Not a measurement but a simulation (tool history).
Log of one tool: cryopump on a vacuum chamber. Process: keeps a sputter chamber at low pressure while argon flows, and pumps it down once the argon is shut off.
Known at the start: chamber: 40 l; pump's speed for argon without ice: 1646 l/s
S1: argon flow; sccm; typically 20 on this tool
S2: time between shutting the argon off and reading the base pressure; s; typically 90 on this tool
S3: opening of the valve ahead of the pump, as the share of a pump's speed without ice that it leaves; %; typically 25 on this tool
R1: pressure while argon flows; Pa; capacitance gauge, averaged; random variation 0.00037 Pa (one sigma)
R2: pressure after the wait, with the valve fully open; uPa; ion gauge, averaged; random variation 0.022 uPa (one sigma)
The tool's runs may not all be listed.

Run 1, hour 0.0: usual settings. Result: R1 0.0824 Pa, R2 1.40 uPa.
Run 2, hour 15.4: usual settings. Result: R1 0.0831 Pa, R2 1.40 uPa.
Run 3, hour 27.1: usual settings. Result: R1 0.0828 Pa, R2 1.39 uPa.
Run 4, hour 38.3: usual settings. Result: R1 0.0827 Pa, R2 1.39 uPa.
Run 5, hour 50.2: usual settings but S1 28 sccm. Result: R1 0.1162 Pa, R2 1.45 uPa.
Run 6, hour 65.6: usual settings but S1 28 sccm. Result: R1 0.1161 Pa, R2 1.41 uPa.
Run 7, hour 84.6: usual settings but S1 8 sccm. Result: R1 0.0337 Pa, R2 1.49 uPa.
Run 8, hour 102.4: usual settings but S1 8 sccm. Result: R1 0.0326 Pa, R2 1.43 uPa.
Run 9, hour 121.6: usual settings but S1 8 sccm. Result: R1 0.0333 Pa, R2 1.52 uPa.
Run 10, hour 134.0: usual settings but S3 20 %. Result: R1 0.1038 Pa, R2 1.46 uPa.
Run 11, hour 153.1: usual settings but S3 20 %. Result: R1 0.1036 Pa, R2 1.52 uPa.
Run 12, hour 170.4: usual settings but S1 25 sccm, S3 26 %. Result: R1 0.1000 Pa, R2 1.52 uPa.
Run 13, hour 180.0: usual settings but S3 35 %. Result: R1 0.0605 Pa, R2 1.58 uPa.
Run 14, hour 198.3: usual settings but S1 11 sccm. Result: R1 0.0466 Pa, R2 1.57 uPa.
Run 15, hour 216.9: usual settings but S2 37 s. Result: R1 0.0835 Pa, R2 2.20 uPa.
Run 16, hour 236.4: usual settings but S1 13 sccm, S2 37 s, S3 53 %. Result: R1 0.0266 Pa, R2 2.14 uPa.
Run 17, hour 247.9: usual settings but S1 13 sccm, S2 46 s, S3 34 %. Result: R1 0.0407 Pa, R2 1.94 uPa.
Run 18, hour 261.3: usual settings but S1 23 sccm, S2 27 s, S3 23 %. Result: R1 0.1044 Pa, R2 2.48 uPa.
Run 19, hour 272.0: usual settings but S1 9 sccm, S2 235 s. Result: R1 0.0378 Pa, R2 1.30 uPa.
Run 20, hour 285.6: usual settings but S1 9 sccm, S2 235 s. Result: R1 0.0378 Pa, R2 1.33 uPa.
Run 21, hour 296.2: usual settings but S1 11 sccm, S2 129 s, S3 40 %. Result: R1 0.0294 Pa, R2 1.46 uPa.
Run 22, hour 312.9: usual settings but S1 9 sccm, S2 129 s, S3 54 %. Result: R1 0.0189 Pa, R2 1.51 uPa.

Branching from run 22: 3 alternative next runs. What would each branch give?
Run A, hour 326.7: usual settings but S1 29 sccm, S2 27 s, S3 20 %. Result: R1 ?, R2 ?.
Run B, hour 326.7: usual settings but S1 12 sccm, S3 28 %. Result: R1 ?, R2 ?.
Run C, hour 326.7: usual settings but S1 9 sccm, S2 41 s, S3 54 %. Result: R1 ?, R2 ?.

run      R1    R2
  A  0.1530  2.69
  B  0.0449  1.60
  C  0.0179  2.19
Without the tool's unlogged condition, the same runs would have read:
run      R1    R2
  A  0.1496  1.68
  B  0.0435  0.61
  C  0.0169  1.18
